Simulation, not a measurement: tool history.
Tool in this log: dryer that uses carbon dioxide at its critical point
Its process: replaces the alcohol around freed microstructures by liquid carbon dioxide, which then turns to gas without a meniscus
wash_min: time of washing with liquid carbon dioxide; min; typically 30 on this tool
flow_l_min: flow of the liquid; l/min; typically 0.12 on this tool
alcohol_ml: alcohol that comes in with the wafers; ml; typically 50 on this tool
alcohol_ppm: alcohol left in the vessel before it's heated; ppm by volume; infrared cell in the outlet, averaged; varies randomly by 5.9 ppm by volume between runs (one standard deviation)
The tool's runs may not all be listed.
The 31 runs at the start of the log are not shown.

run,hour,wash_min,flow_l_min,alcohol_ml,hours of work since the filter was changed,hours of work since the purifier's bed was changed,alcohol_ppm
32,691.7,26,0.081,32,355,810,2368
33,716.6,27,0.174,32,369,825,265
34,731.5,27,0.174,32,378,834,283
35,749.8,27,0.174,32,389,845,287
36,770.9,21,0.131,27,402,857,906
37,797.8,30,0.19,22,418,873,255
38,815.1,30,0.19,22,428,883,258
39,834.8,33,0.091,22,440,895,607
40,861.9,33,0.184,115,456,911,283
41,885.7,33,0.184,115,470,925,266
42,906.7,33,0.16,62,482,938,305
43,932.3,33,0.16,62,498,953,302
# hour 947.6: inlet filter changed
44,951.9,39,0.12,50,3,964,307
45,964.5,28,0.12,25,10,972,423
46,978,26,0.135,34,18,980,450
47,1007.4,20,0.12,50,36,997,1940

Below are 4 alternative next runs, each starting from the tool's condition after run 47. Predict each:
A,1025.3,21,0.092,50,46,1008,?
B,1025.3,24,0.12,50,46,1008,?
C,1025.3,30,0.137,50,46,1008,?
D,1025.3,21,0.12,50,46,1008,?

run,alcohol_ppm
A,3878
B,1060
C,381
D,1635
Without the tool's unlogged condition, the same runs would have read:
run,alcohol_ppm
A,3486
B,735
C,98
D,1303
